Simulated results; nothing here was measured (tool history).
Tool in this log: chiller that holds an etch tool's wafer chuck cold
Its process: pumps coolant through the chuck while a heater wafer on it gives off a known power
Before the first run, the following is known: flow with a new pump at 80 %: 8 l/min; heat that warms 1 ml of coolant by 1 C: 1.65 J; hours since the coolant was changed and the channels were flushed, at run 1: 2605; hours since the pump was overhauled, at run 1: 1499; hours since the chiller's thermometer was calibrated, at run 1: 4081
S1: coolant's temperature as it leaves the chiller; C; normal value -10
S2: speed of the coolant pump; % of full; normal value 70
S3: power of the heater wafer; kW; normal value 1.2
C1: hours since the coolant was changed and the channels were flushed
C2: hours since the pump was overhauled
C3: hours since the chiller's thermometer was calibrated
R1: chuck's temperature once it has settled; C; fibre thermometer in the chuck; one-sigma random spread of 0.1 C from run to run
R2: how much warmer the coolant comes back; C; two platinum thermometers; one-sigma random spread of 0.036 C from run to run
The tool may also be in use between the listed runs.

run,hour,S1,S2,S3,C1,C2,C3,R1,R2
1,0,-10,70,1.2,2605,1499,4081,0.7,6.37
2,71.4,-7,70,1.2,2676,1570,4153,3.9,6.31
3,140.4,-7,70,1.2,2745,1639,4222,3.8,6.33
4,203.4,-7,70,1.2,2808,1702,4285,3.7,6.35
5,244.6,-7,70,1.2,2849,1743,4326,3.7,6.38
6,283.9,-10,70,1.2,2889,1783,4365,0.7,6.37
7,345.6,-10,70,1.2,2950,1844,4427,0.7,6.35
8,407.6,-10,70,1.2,3012,1906,4489,0.8,6.36
9,474.8,-10,70,1.2,3079,1973,4556,0.8,6.33
10,507.9,-10,70,1.2,3113,2007,4589,0.8,6.35
11,564.2,-12,70,1.2,3169,2063,4645,-1.2,6.36
12,640,-10,70,1.2,3245,2139,4721,1,6.28
13,688.7,-10,70,1.2,3293,2187,4770,0.6,6.34
14,756.9,-10,81,1.2,3362,2256,4838,-0.3,5.36
15,819,-10,81,1.2,3424,2318,4900,-0.3,5.36
16,885.1,-10,70,1.2,3490,2384,4966,0.7,6.32

For run 17, what comes out?
17,942.5,-10,70,1.386,3547,2441,5024,?,?

Run 17 produced R1 2.4 C, R2 7.37 C.
Were there no unlogged condition in the tool, this run, its random variation unchanged, would have produced R1 2.4 C, R2 7.37 C.

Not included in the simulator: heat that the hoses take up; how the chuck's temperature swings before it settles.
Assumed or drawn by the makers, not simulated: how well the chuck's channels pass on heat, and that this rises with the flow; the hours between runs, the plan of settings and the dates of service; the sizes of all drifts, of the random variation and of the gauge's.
